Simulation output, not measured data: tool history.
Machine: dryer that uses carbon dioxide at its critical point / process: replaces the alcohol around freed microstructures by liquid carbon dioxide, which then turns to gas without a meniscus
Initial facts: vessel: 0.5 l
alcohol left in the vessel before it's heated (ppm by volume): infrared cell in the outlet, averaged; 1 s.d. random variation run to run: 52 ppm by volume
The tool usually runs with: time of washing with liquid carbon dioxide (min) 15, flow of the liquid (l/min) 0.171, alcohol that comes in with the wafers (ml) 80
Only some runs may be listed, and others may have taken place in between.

run,hour,time of washing with liquid carbon dioxide (min),flow of the liquid (l/min),alcohol that comes in with the wafers (ml),alcohol left in the vessel before it's heated (ppm by volume)
1,0,15,0.171,80,4139
2,18.6,15,0.171,80,4524
3,38.5,15,0.171,80,4656
4,56.2,15,0.171,80,4935
5,67,15,0.171,80,5115
6,81.5,15,0.171,80,5313
7,94.6,15,0.171,80,5409
8,107.7,15,0.171,80,5495
9,126.2,23,0.149,80,2033
10,134.9,12,0.182,80,9779
11,145.7,12,0.182,80,10053
12,159.2,16,0.128,30,4604
# hour 164.4: inlet filter changed
13,173.4,15,0.182,46,1715
14,181.8,15,0.182,46,1725

Here are 3 independent what-if runs from the current tool condition. What would each one return?
A,192,22,0.129,22,?
B,192,10,0.126,80,?
C,192,21,0.196,42,?

run,alcohol left in the vessel before it's heated (ppm by volume)
A,872
B,25453
C,364
With no hidden state in the tool, these same runs would have given:
run,alcohol left in the vessel before it's heated (ppm by volume)
A,653
B,24241
C,184

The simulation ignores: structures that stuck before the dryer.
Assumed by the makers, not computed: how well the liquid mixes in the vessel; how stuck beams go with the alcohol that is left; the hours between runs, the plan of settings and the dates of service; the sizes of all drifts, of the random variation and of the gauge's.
